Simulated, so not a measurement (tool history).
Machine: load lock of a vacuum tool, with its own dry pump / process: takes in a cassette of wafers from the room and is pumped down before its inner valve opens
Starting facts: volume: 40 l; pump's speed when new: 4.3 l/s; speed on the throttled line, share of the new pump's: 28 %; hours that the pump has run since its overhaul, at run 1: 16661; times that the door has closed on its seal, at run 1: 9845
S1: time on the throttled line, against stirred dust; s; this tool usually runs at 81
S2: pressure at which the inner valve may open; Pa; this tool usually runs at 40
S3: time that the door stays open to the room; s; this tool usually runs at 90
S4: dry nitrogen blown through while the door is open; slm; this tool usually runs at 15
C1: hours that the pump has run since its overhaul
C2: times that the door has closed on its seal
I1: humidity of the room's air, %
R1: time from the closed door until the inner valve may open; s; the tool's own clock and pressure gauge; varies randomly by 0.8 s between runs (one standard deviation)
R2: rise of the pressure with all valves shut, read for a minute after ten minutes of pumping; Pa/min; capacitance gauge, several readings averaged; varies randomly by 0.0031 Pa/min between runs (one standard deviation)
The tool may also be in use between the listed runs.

{"run": 1, "hour": 0.0, "S1": 81, "S2": 40, "S3": 90, "S4": 15, "C1": 16661, "C2": 9845, "I1": 46.0, "R1": 145.9, "R2": 0.106}
{"run": 2, "hour": 456.9, "S1": 81, "S2": 40, "S3": 90, "S4": 5, "C1": 17118, "C2": 10621, "I1": 44.6, "R1": 145.0, "R2": 0.124}
{"run": 3, "hour": 880.8, "S1": 81, "S2": 40, "S3": 90, "S4": 5, "C1": 17542, "C2": 11341, "I1": 44.5, "R1": 146.7, "R2": 0.122}
{"hour": 1093.9, "done": "dry pump taken out, an overhauled one fitted"}
{"run": 4, "hour": 1297.2, "S1": 81, "S2": 40, "S3": 90, "S4": 5, "C1": 203, "C2": 12039, "I1": 45.3, "R1": 131.6, "R2": 0.127}
{"run": 5, "hour": 1757.5, "S1": 81, "S2": 40, "S3": 90, "S4": 5, "C1": 664, "C2": 12821, "I1": 41.5, "R1": 130.9, "R2": 0.12}
{"run": 6, "hour": 2081.7, "S1": 81, "S2": 40, "S3": 90, "S4": 5, "C1": 988, "C2": 13372, "I1": 46.6, "R1": 133.4, "R2": 0.137}
{"run": 7, "hour": 2530.2, "S1": 81, "S2": 40, "S3": 90, "S4": 5, "C1": 1436, "C2": 14134, "I1": 43.1, "R1": 133.3, "R2": 0.126}
{"run": 8, "hour": 2826.8, "S1": 81, "S2": 40, "S3": 90, "S4": 5, "C1": 1733, "C2": 14638, "I1": 47.2, "R1": 132.4, "R2": 0.145}
{"run": 9, "hour": 3199.5, "S1": 81, "S2": 40, "S3": 90, "S4": 26, "C1": 2106, "C2": 15271, "I1": 46.6, "R1": 130.9, "R2": 0.116}
{"run": 10, "hour": 3591.2, "S1": 93, "S2": 36, "S3": 160, "S4": 7, "C1": 2497, "C2": 15936, "I1": 44.1, "R1": 141.4, "R2": 0.155}

Run 11, settings as shown, results not yet in. Your forecast:
{"run": 11, "hour": 4048.5, "S1": 93, "S2": 36, "S3": 160, "S4": 7, "C1": 2955, "C2": 16714, "I1": 43.5, "R1": "?", "R2": "?"}

Logged for run 11: R1 143.3 s, R2 0.155 Pa/min.
The same run, on a tool lacking any hidden state, would have yielded R1 141.3 s, R2 0.087 Pa/min.

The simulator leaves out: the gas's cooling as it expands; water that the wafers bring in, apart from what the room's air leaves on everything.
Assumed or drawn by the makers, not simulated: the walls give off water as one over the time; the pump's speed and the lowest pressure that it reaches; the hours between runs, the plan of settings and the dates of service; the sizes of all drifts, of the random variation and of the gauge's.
